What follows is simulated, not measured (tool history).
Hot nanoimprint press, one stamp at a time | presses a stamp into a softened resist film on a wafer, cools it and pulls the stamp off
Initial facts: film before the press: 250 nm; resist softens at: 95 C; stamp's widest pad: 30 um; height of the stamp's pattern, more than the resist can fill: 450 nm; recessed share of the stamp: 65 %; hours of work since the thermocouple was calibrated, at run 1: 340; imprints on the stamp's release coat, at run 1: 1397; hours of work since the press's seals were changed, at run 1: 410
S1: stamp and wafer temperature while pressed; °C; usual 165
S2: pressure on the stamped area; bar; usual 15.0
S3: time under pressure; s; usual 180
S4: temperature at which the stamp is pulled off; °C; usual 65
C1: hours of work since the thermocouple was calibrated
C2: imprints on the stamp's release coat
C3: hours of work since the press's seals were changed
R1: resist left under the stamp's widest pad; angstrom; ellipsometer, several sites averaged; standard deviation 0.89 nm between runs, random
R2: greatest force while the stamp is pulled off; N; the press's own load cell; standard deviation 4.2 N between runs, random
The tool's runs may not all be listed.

run     day   S1    S2   S3  S4   C1    C2   C3    R1   R2
  1   0.000  165  15.0  180  65  340  1397  410  1150  319
  2   2.475  165  15.0  180  65  383  1574  453  1153  329
  3   3.779  165  15.0  180  65  405  1667  476  1136  327
      4.138  -- stamp cleaned and given a new release coat
      4.962  -- plate thermocouple calibrated
  4   5.650  172  15.0  180  65   12   100  502   934  210
  5   7.117  165  15.0  180  65   37   204  527  1211  221
  6   9.171  165  15.0  180  57   73   351  563  1206  242
  7  11.608  163  17.0  239  52  115   525  605  1105  266
  8  13.733  163  17.0  239  52  152   677  642  1089  275
  9  14.812  163  17.0  239  52  171   754  661  1098  277
 10  17.308  160  15.0  166  65  214   933  704  1474  280
 11  18.654  164  16.8  194  64  238  1029  728  1132  279

Below are 4 alternative next runs, each starting from the tool's condition after run 11. Predict each:
  A  19.708  164  18.2  285  64  256  1104  746   ?   ?
  B  19.708  165  15.0  158  65  256  1104  746   ?   ?
  C  19.708  165  15.0  254  62  256  1104  746   ?   ?
  D  19.708  164   9.7  205  64  256  1104  746   ?   ?

run    R1   R2
  A   931  285
  B  1222  288
  C  1019  293
  D  1359  289
With no hidden state in the tool, these same runs would have given:
run    R1   R2
  A   971  203
  B  1271  204
  C  1064  208
  D  1416  205
